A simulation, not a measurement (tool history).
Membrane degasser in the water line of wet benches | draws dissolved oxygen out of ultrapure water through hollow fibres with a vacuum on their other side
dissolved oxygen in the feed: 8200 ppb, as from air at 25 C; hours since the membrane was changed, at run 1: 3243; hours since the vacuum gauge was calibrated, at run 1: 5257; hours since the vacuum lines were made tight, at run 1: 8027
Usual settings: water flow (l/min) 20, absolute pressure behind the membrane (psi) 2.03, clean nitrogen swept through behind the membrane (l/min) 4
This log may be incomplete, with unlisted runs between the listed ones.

run,hour,water flow (l/min),absolute pressure behind the membrane (psi),clean nitrogen swept through behind the membrane (l/min),hours since the membrane was changed,hours since the vacuum gauge was calibrated,hours since the vacuum lines were made tight,dissolved oxygen in the water behind the degasser (ppb),pressure that the water loses in the fibres (psi)
1,0,20,2.03,4,3243,5257,8027,143.1,10.031
2,48.1,20,2.03,5.45,3291,5305,8075,109.4,10.127
3,122.7,20,1.41,5.45,3366,5380,8149,70.3,10.003
4,207.6,20,1.41,5.45,3451,5465,8234,70.6,10.044
5,257.5,20,2.03,4,3500,5515,8284,143.7,10.058
# hour 273.1: vacuum gauge calibrated
6,307.9,20,2.03,4,3550,35,8334,142.7,10.057
7,351.6,20,2.03,4,3594,79,8378,142.7,10.138
8,433.7,20,2.03,4,3676,161,8460,143.2,10.109
9,473.6,20,2.03,6.85,3716,201,8500,89.3,10.067
10,525.7,15,2.03,6.85,3768,253,8552,61.7,7.562
11,606.5,25,2.03,4,3849,333,8633,196.9,12.562
12,692.4,25,2.03,4,3935,419,8718,197.1,12.63
13,773.3,19,2.03,4,4016,500,8799,133.5,9.625
14,831.2,19,2.03,4,4074,558,8857,134,9.591
15,887.4,23,2.99,5.88,4130,614,8913,189.3,11.69
16,965.4,23,2.99,3.66,4208,692,8991,282.5,11.705
17,1023.8,16,1.25,3.63,4266,751,9050,62.1,8.089
18,1081.6,14,2.03,4,4324,808,9108,95.8,7.075
19,1158.9,14,3.77,3.54,4401,886,9185,221.7,7.121
20,1218.3,14,3.77,3.54,4461,945,9244,223.5,7.101
21,1296.6,28,3.77,3.54,4539,1023,9323,473.6,14.166
22,1355.3,28,3.77,5.09,4598,1082,9381,356.2,14.222
23,1440.7,28,3.77,5.09,4683,1168,9467,355,14.23
24,1500.7,28,3.77,5.09,4743,1228,9527,354.9,14.209
25,1545.3,20,4.39,4.97,4788,1272,9571,275.3,10.202
26,1588.5,19,3.07,4,4831,1315,9615,216.7,9.649
27,1643.2,19,3.07,1.91,4886,1370,9669,418.8,9.617

Forecast each of these 4 alternatives for the next run:
# hour 1673.5: seals of the vacuum lines changed
A,1717.5,27,3.55,9.84,4958,1442,44,?,?
# hour 1673.5: seals of the vacuum lines changed
B,1717.5,15,2.03,11.38,4958,1442,44,?,?
# hour 1673.5: seals of the vacuum lines changed
C,1717.5,13,5.08,4,4958,1442,44,?,?
# hour 1673.5: seals of the vacuum lines changed
D,1717.5,27,2.28,1.91,4958,1442,44,?,?

run,dissolved oxygen in the water behind the degasser (ppb),pressure that the water loses in the fibres (psi)
A,193.2,13.683
B,37.1,7.568
C,249.2,6.605
D,439.1,13.628
With no hidden state in the tool, these same runs would have given:
run,dissolved oxygen in the water behind the degasser (ppb),pressure that the water loses in the fibres (psi)
A,187.2,13.364
B,36.7,7.391
C,248.9,6.45
D,432.6,13.307
